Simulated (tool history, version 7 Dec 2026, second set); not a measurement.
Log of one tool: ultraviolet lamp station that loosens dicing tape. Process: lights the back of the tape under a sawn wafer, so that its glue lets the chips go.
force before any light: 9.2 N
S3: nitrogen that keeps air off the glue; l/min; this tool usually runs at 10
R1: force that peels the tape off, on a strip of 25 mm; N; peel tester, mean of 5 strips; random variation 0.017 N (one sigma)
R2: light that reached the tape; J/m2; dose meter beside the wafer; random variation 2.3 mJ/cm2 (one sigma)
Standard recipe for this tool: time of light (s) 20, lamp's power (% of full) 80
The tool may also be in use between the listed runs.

run 1 hour=0.0 | time_of_light_(s)=20 lamp's_power_(%_of_full)=80 S3=10 | R1=1.024 R2=2170
run 2 hour=54.6 | time_of_light_(s)=20 lamp's_power_(%_of_full)=80 S3=10 | R1=1.009 R2=2190
run 3 hour=114.5 | time_of_light_(s)=14 lamp's_power_(%_of_full)=80 S3=10 | R1=1.919 R2=1490
run 4 hour=174.7 | time_of_light_(s)=20 lamp's_power_(%_of_full)=90 S3=10 | R1=0.848 R2=2380
run 5 hour=249.8 | time_of_light_(s)=20 lamp's_power_(%_of_full)=90 S3=10 | R1=0.912 R2=2310
-- hour=299.7 window cleaned of glue's vapour
run 6 hour=325.8 | time_of_light_(s)=20 lamp's_power_(%_of_full)=90 S3=10 | R1=1.093 R2=2120
run 7 hour=409.1 | time_of_light_(s)=28 lamp's_power_(%_of_full)=80 S3=10 | R1=0.750 R2=2570
-- hour=455.2 window cleaned of glue's vapour, once more
run 8 hour=458.1 | time_of_light_(s)=20 lamp's_power_(%_of_full)=71 S3=10 | R1=1.328 R2=1950
run 9 hour=511.1 | time_of_light_(s)=20 lamp's_power_(%_of_full)=71 S3=10 | R1=1.324 R2=1920
run 10 hour=607.7 | time_of_light_(s)=20 lamp's_power_(%_of_full)=71 S3=10 | R1=1.402 R2=1840
run 11 hour=703.0 | time_of_light_(s)=20 lamp's_power_(%_of_full)=69 S3=6 | R1=2.059 R2=1760
run 12 hour=750.5 | time_of_light_(s)=15 lamp's_power_(%_of_full)=98 S3=11 | R1=1.340 R2=1850
run 13 hour=830.8 | time_of_light_(s)=15 lamp's_power_(%_of_full)=98 S3=11 | R1=1.408 R2=1730
run 14 hour=898.7 | time_of_light_(s)=30 lamp's_power_(%_of_full)=62 S3=7 | R1=1.300 R2=2190
run 15 hour=959.6 | time_of_light_(s)=30 lamp's_power_(%_of_full)=62 S3=7 | R1=1.389 R2=2090
run 16 hour=1030.8 | time_of_light_(s)=22 lamp's_power_(%_of_full)=70 S3=7 | R1=1.913 R2=1740
run 17 hour=1103.5 | time_of_light_(s)=20 lamp's_power_(%_of_full)=80 S3=10 | R1=1.564 R2=1740
-- hour=1135.4 window cleaned of glue's vapour
run 18 hour=1146.6 | time_of_light_(s)=34 lamp's_power_(%_of_full)=80 S3=12 | R1=0.405 R2=3290
run 19 hour=1199.3 | time_of_light_(s)=24 lamp's_power_(%_of_full)=63 S3=4 | R1=2.535 R2=1800
run 20 hour=1283.2 | time_of_light_(s)=29 lamp's_power_(%_of_full)=86 S3=9 | R1=0.664 R2=2930

Each row is a separate what-if for the run after 20, all from the same tool condition, not one after another. Results?
run A hour=1346.7 | time_of_light_(s)=29 lamp's_power_(%_of_full)=90 S3=9 | R1=? R2=?
run B hour=1346.7 | time_of_light_(s)=35 lamp's_power_(%_of_full)=80 S3=7 | R1=? R2=?
run C hour=1346.7 | time_of_light_(s)=29 lamp's_power_(%_of_full)=71 S3=9 | R1=? R2=?
run D hour=1346.7 | time_of_light_(s)=19 lamp's_power_(%_of_full)=86 S3=9 | R1=? R2=?
run E hour=1346.7 | time_of_light_(s)=20 lamp's_power_(%_of_full)=80 S3=13 | R1=? R2=?

run=A R1=0.628 R2=2930
run=B R1=0.663 R2=3160
run=C R1=0.992 R2=2300
run=D R1=1.480 R2=1840
run=E R1=1.188 R2=1790
With no hidden state in the tool, these same runs would have given:
run=A R1=0.357 R2=3980
run=B R1=0.371 R2=4290
run=C R1=0.538 R2=3130
run=D R1=0.845 R2=2500
run=E R1=0.656 R2=2440
